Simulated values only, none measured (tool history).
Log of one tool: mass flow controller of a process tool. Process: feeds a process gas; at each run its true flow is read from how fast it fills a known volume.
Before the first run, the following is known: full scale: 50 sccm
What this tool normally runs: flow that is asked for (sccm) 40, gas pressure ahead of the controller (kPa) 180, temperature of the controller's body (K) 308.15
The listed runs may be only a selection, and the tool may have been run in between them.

run,day,flow that is asked for (sccm),gas pressure ahead of the controller (kPa),temperature of the controller's body (K),true flow (%)
1,0,40,180,308.15,100.56
2,3.1,40,180,308.15,100.66
3,8.4,40,180,308.15,100.67
4,14.5,40,180,308.15,100.62
5,19.338,40,180,308.15,100.74
6,22.225,40,180,308.15,100.67
7,25.808,40,180,308.15,100.67
8,29.921,40,210,308.15,100.42
9,33.229,40,210,308.15,100.45
10,36.583,40,180,308.15,100.7
11,40.004,40,180,308.15,100.7
12,45.617,40,180,308.15,100.71
13,48.3,40,180,308.15,100.67
14,51.225,40,180,308.15,100.74
15,56.862,15,191,307.15,98.76
16,61.462,18,191,301.15,98.34
17,64.058,20,155,301.15,98.71
18,68.038,20,165,301.15,98.58
19,70.733,6,165,301.15,97.72
20,73.667,7,165,301.15,97.72
21,77.304,40,276,308.15,99.87
22,80.017,30,239,298.15,98.28
23,84.35,40,156,308.15,100.8
24,89.188,40,156,308.15,100.71
25,93.296,40,156,308.15,100.81
26,98.046,40,180,294.15,99.09
27,102.838,13,184,307.15,98.62

What if the next run were any one of these 5? Each begins from the tool's condition after run 27:
A,107.625,11,180,308.15,?
B,107.625,13,184,298.15,?
C,107.625,5,259,301.15,?
D,107.625,36,184,307.15,?
E,107.625,30,220,308.15,?

run,true flow (%)
A,98.72
B,97.71
C,96.93
D,100.07
E,99.64
Without the tool's hidden state the same runs would have given:
run,true flow (%)
A,98.73
B,97.72
C,96.96
D,100.08
E,99.65
